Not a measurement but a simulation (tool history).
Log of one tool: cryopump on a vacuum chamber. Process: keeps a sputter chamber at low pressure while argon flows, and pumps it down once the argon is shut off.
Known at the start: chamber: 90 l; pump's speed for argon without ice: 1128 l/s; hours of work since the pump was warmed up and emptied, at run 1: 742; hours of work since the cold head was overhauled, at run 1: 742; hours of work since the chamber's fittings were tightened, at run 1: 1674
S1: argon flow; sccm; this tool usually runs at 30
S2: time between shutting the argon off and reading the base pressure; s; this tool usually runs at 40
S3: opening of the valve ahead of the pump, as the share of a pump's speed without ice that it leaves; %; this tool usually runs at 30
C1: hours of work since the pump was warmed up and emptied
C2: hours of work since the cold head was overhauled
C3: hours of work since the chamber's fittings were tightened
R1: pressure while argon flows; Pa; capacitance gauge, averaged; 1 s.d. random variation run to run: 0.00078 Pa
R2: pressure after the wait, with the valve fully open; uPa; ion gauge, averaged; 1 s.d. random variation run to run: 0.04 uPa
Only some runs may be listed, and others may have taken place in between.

| run | hour | S1 | S2 | S3 | C1 | C2 | C3 | R1 | R2 |
|---|---|---|---|---|---|---|---|---|---|
| 1 | 0 | 30 | 40 | 30 | 742 | 742 | 1674 | 0.1616 | 4.48 |
| 2 | 26.7 | 30 | 40 | 30 | 755 | 755 | 1687 | 0.1618 | 4.55 |
| 3 | 42.5 | 30 | 40 | 30 | 763 | 763 | 1695 | 0.1611 | 4.59 |
| 4 | 80.4 | 30 | 40 | 30 | 782 | 782 | 1714 | 0.1609 | 4.66 |
| 5 | 101.2 | 30 | 40 | 30 | 792 | 792 | 1724 | 0.1611 | 4.64 |
| 6 | 125.8 | 30 | 40 | 30 | 804 | 804 | 1736 | 0.163 | 4.65 |
| 7 | 151.4 | 30 | 40 | 30 | 816 | 816 | 1748 | 0.1624 | 4.79 |
| 8 | 169.5 | 30 | 75 | 30 | 825 | 825 | 1757 | 0.1637 | 3.84 |
| 9 | 189.4 | 30 | 75 | 30 | 835 | 835 | 1767 | 0.1616 | 3.74 |
| 10 | 223.9 | 30 | 75 | 30 | 852 | 852 | 1784 | 0.1651 | 3.95 |
| 11 | 258.4 | 30 | 39 | 30 | 869 | 869 | 1801 | 0.1626 | 4.88 |
| 12 | 289.9 | 30 | 39 | 30 | 884 | 884 | 1816 | 0.1629 | 4.92 |
| 13 | 315.8 | 30 | 228 | 30 | 897 | 897 | 1829 | 0.1639 | 3.24 |
| 14 | 332.7 | 30 | 228 | 30 | 905 | 905 | 1837 | 0.1644 | 3.23 |
| 15 | 370.1 | 30 | 40 | 18 | 923 | 923 | 1855 | 0.2661 | 5.13 |
| 16 | 385.8 | 30 | 40 | 30 | 931 | 931 | 1863 | 0.1653 | 5.03 |
| 17 | 419.3 | 30 | 40 | 30 | 947 | 947 | 1879 | 0.165 | 4.96 |
| 18 | 443.7 | 30 | 40 | 30 | 959 | 959 | 1891 | 0.1652 | 5.01 |
| 19 | 474.1 | 33 | 291 | 30 | 974 | 974 | 1906 | 0.1832 | 3.26 |
| 20 | 507.5 | 33 | 291 | 30 | 990 | 990 | 1922 | 0.1808 | 3.39 |
| 21 | 533.2 | 33 | 67 | 19 | 1003 | 1003 | 1935 | 0.2805 | 4.5 |
| 22 | 564.9 | 34 | 28 | 56 | 1018 | 1018 | 1950 | 0.1099 | 6.12 |
| 23 | 598.3 | 16 | 282 | 29 | 1035 | 1035 | 1967 | 0.092 | 3.57 |
| 24 | 624.3 | 30 | 40 | 32 | 1048 | 1048 | 1980 | 0.1579 | 5.43 |
| 25 | 653.9 | 31 | 69 | 27 | 1062 | 1062 | 1994 | 0.1914 | 4.53 |
| 26 | 692.1 | 40 | 111 | 32 | 1081 | 1081 | 2013 | 0.2115 | 4.09 |
| 27 | 708.7 | 57 | 168 | 32 | 1089 | 1089 | 2021 | 0.3024 | 3.85 |
| 28 | 745.8 | 57 | 168 | 32 | 1107 | 1107 | 2039 | 0.3041 | 3.91 |
| 29 | 770.6 | 16 | 40 | 30 | 1119 | 1119 | 2051 | 0.0905 | 5.57 |
| 30 | 797.1 | 48 | 104 | 20 | 1132 | 1132 | 2064 | 0.392 | 4.21 |
| 31 | 829.4 | 33 | 104 | 45 | 1148 | 1148 | 2080 | 0.1318 | 4.25 |
| 32 | 862.9 | 19 | 65 | 45 | 1164 | 1164 | 2096 | 0.0767 | 4.85 |
| 33 | 901.5 | 19 | 65 | 45 | 1183 | 1183 | 2115 | 0.0761 | 4.85 |

For some of the steps in R1 from one run to the next: how much would appear even if the tool had no hidden state, given the settings, what came in and random variation, and how much remains for the hidden state plus any gauge scatter that the measured result and the result without hidden state don't share?
Hidden conditions of the tool in this case: pump's speed, % of a pump's without ice; cold plate's temperature, K; leak into the chamber, uPa l/s; drift of the gauge itself on working_pa, %; drift of the gauge itself on base_upa, %.
Run 26 -> 27: S1 40 -> 57, S2 111 -> 168. R1 +0.0909 Pa: hidden state +0.0108, all else +0.0801.
Run 28 -> 29: S1 57 -> 16, S2 168 -> 40, S3 32 -> 30. R1 -0.2136 Pa: hidden state -0.026, all else -0.1876.
Run 29 -> 30: S1 16 -> 48, S2 40 -> 104, S3 30 -> 20. R1 +0.3015 Pa: hidden state +0.0212, all else +0.2803.
Run 30 -> 31: S1 48 -> 33, S3 20 -> 45. R1 -0.2602 Pa: hidden state -0.0094, all else -0.2508.

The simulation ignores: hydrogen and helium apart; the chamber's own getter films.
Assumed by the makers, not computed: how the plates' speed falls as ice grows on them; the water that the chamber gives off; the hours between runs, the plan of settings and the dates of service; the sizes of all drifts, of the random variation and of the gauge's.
